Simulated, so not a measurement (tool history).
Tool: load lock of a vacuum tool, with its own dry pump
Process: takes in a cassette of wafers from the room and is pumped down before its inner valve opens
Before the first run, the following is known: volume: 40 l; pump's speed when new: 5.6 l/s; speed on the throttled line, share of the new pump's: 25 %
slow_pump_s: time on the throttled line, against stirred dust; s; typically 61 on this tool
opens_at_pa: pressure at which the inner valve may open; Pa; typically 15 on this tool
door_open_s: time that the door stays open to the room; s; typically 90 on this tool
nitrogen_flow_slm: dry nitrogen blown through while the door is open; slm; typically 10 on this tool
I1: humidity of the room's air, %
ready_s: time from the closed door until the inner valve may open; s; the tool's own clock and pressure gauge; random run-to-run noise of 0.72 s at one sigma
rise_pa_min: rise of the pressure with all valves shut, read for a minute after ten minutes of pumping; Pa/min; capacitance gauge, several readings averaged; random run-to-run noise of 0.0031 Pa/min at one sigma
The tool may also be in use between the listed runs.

run 1 hour=0.0 | slow_pump_s=61 opens_at_pa=15 door_open_s=90 nitrogen_flow_slm=10 | I1=41.5 | ready_s=107.2 rise_pa_min=0.070
run 2 hour=76.9 | slow_pump_s=61 opens_at_pa=15 door_open_s=90 nitrogen_flow_slm=10 | I1=45.0 | ready_s=107.4 rise_pa_min=0.074
run 3 hour=148.6 | slow_pump_s=61 opens_at_pa=15 door_open_s=90 nitrogen_flow_slm=10 | I1=46.8 | ready_s=109.3 rise_pa_min=0.082
run 4 hour=268.5 | slow_pump_s=61 opens_at_pa=15 door_open_s=90 nitrogen_flow_slm=10 | I1=45.3 | ready_s=108.2 rise_pa_min=0.073
run 5 hour=354.6 | slow_pump_s=61 opens_at_pa=15 door_open_s=90 nitrogen_flow_slm=10 | I1=45.2 | ready_s=109.4 rise_pa_min=0.071
run 6 hour=422.3 | slow_pump_s=61 opens_at_pa=15 door_open_s=90 nitrogen_flow_slm=10 | I1=44.2 | ready_s=109.0 rise_pa_min=0.072
run 7 hour=520.3 | slow_pump_s=61 opens_at_pa=15 door_open_s=199 nitrogen_flow_slm=10 | I1=45.5 | ready_s=107.7 rise_pa_min=0.104
run 8 hour=655.3 | slow_pump_s=61 opens_at_pa=13 door_open_s=90 nitrogen_flow_slm=10 | I1=44.0 | ready_s=109.0 rise_pa_min=0.079
run 9 hour=719.3 | slow_pump_s=61 opens_at_pa=13 door_open_s=90 nitrogen_flow_slm=10 | I1=43.4 | ready_s=108.5 rise_pa_min=0.067
run 10 hour=810.7 | slow_pump_s=61 opens_at_pa=13 door_open_s=90 nitrogen_flow_slm=10 | I1=42.6 | ready_s=109.8 rise_pa_min=0.069
run 11 hour=966.0 | slow_pump_s=61 opens_at_pa=13 door_open_s=90 nitrogen_flow_slm=10 | I1=45.5 | ready_s=109.8 rise_pa_min=0.073
run 12 hour=1069.3 | slow_pump_s=61 opens_at_pa=15 door_open_s=90 nitrogen_flow_slm=10 | I1=43.6 | ready_s=107.8 rise_pa_min=0.068
run 13 hour=1205.1 | slow_pump_s=61 opens_at_pa=15 door_open_s=90 nitrogen_flow_slm=10 | I1=48.9 | ready_s=108.7 rise_pa_min=0.083
run 14 hour=1327.5 | slow_pump_s=49 opens_at_pa=15 door_open_s=90 nitrogen_flow_slm=10 | I1=43.9 | ready_s=99.9 rise_pa_min=0.074
run 15 hour=1420.8 | slow_pump_s=61 opens_at_pa=15 door_open_s=90 nitrogen_flow_slm=10 | I1=46.7 | ready_s=109.3 rise_pa_min=0.079
run 16 hour=1498.4 | slow_pump_s=61 opens_at_pa=18 door_open_s=90 nitrogen_flow_slm=10 | I1=43.6 | ready_s=106.4 rise_pa_min=0.073
run 17 hour=1562.8 | slow_pump_s=61 opens_at_pa=18 door_open_s=90 nitrogen_flow_slm=10 | I1=46.5 | ready_s=107.1 rise_pa_min=0.075
-- hour=1617.4 door's seal changed, seat wiped
run 18 hour=1694.0 | slow_pump_s=61 opens_at_pa=15 door_open_s=90 nitrogen_flow_slm=10 | I1=46.9 | ready_s=107.8 rise_pa_min=0.078
run 19 hour=1786.2 | slow_pump_s=61 opens_at_pa=15 door_open_s=217 nitrogen_flow_slm=10 | I1=45.3 | ready_s=108.2 rise_pa_min=0.098
run 20 hour=1939.4 | slow_pump_s=61 opens_at_pa=15 door_open_s=217 nitrogen_flow_slm=10 | I1=41.9 | ready_s=108.7 rise_pa_min=0.099
run 21 hour=2092.4 | slow_pump_s=61 opens_at_pa=13 door_open_s=90 nitrogen_flow_slm=36 | I1=45.7 | ready_s=109.8 rise_pa_min=0.046
run 22 hour=2189.7 | slow_pump_s=61 opens_at_pa=24 door_open_s=215 nitrogen_flow_slm=36 | I1=45.4 | ready_s=104.3 rise_pa_min=0.066
run 23 hour=2291.8 | slow_pump_s=101 opens_at_pa=15 door_open_s=35 nitrogen_flow_slm=10 | I1=49.5 | ready_s=136.9 rise_pa_min=0.058
run 24 hour=2364.6 | slow_pump_s=105 opens_at_pa=15 door_open_s=37 nitrogen_flow_slm=10 | I1=48.7 | ready_s=142.2 rise_pa_min=0.055
run 25 hour=2508.3 | slow_pump_s=61 opens_at_pa=15 door_open_s=90 nitrogen_flow_slm=34 | I1=46.0 | ready_s=107.7 rise_pa_min=0.054
run 26 hour=2584.4 | slow_pump_s=61 opens_at_pa=15 door_open_s=90 nitrogen_flow_slm=34 | I1=47.0 | ready_s=108.0 rise_pa_min=0.056

Expected results for the next run?
run 27 hour=2685.7 | slow_pump_s=80 opens_at_pa=15 door_open_s=90 nitrogen_flow_slm=10 | I1=41.2 | ready_s=? rise_pa_min=?

ready_s: 122.9 s
rise_pa_min: 0.061 Pa/min
Were there no unlogged condition in the tool, this run, its random variation unchanged, would have produced ready_s 122.9 s, rise_pa_min 0.061 Pa/min.
